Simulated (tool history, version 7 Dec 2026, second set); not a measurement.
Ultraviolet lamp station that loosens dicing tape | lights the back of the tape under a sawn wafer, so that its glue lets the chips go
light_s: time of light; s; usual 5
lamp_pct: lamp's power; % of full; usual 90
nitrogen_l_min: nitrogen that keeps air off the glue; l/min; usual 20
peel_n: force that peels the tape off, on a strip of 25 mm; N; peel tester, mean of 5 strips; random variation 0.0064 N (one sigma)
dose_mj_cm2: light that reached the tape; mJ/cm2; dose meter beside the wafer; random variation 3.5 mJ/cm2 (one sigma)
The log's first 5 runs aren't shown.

Run 6, hour 204.4: usual settings. Result: peel_n 0.241 N, dose_mj_cm2 466 mJ/cm2.
Run 7, hour 247.3: usual settings. Result: peel_n 0.242 N, dose_mj_cm2 466 mJ/cm2.
Run 8, hour 298.2: usual settings. Result: peel_n 0.240 N, dose_mj_cm2 463 mJ/cm2.
At hour 305.7: window cleaned of glue's vapour.
Run 9, hour 328.1: usual settings but nitrogen_l_min 13 l/min. Result: peel_n 0.260 N, dose_mj_cm2 480 mJ/cm2.
Run 10, hour 358.7: usual settings but lamp_pct 93 % of full. Result: peel_n 0.227 N, dose_mj_cm2 494 mJ/cm2.
Run 11, hour 398.9: usual settings but lamp_pct 87 % of full. Result: peel_n 0.243 N, dose_mj_cm2 458 mJ/cm2.
Run 12, hour 443.9: usual settings. Result: peel_n 0.250 N, dose_mj_cm2 465 mJ/cm2.
Run 13, hour 486.2: usual settings. Result: peel_n 0.244 N, dose_mj_cm2 465 mJ/cm2.
Run 14, hour 526.9: usual settings but nitrogen_l_min 18 l/min. Result: peel_n 0.254 N, dose_mj_cm2 447 mJ/cm2.
Run 15, hour 555.8: usual settings but nitrogen_l_min 18 l/min. Result: peel_n 0.263 N, dose_mj_cm2 452 mJ/cm2.
Run 16, hour 599.9: usual settings but nitrogen_l_min 18 l/min. Result: peel_n 0.264 N, dose_mj_cm2 447 mJ/cm2.
Run 17, hour 626.7: usual settings but nitrogen_l_min 18 l/min. Result: peel_n 0.273 N, dose_mj_cm2 444 mJ/cm2.
Run 18, hour 649.8: usual settings but nitrogen_l_min 18 l/min. Result: peel_n 0.268 N, dose_mj_cm2 441 mJ/cm2.

The next listed run, before its measurement:
Run 19, hour 686.5: usual settings but light_s 4 s, lamp_pct 83 % of full, nitrogen_l_min 24 l/min. Result: peel_n ?, dose_mj_cm2 ?.

Run 19 gave peel_n 0.406 N, dose_mj_cm2 319 mJ/cm2.
Without the tool's hidden state the same run would have given peel_n 0.266 N, dose_mj_cm2 417 mJ/cm2.
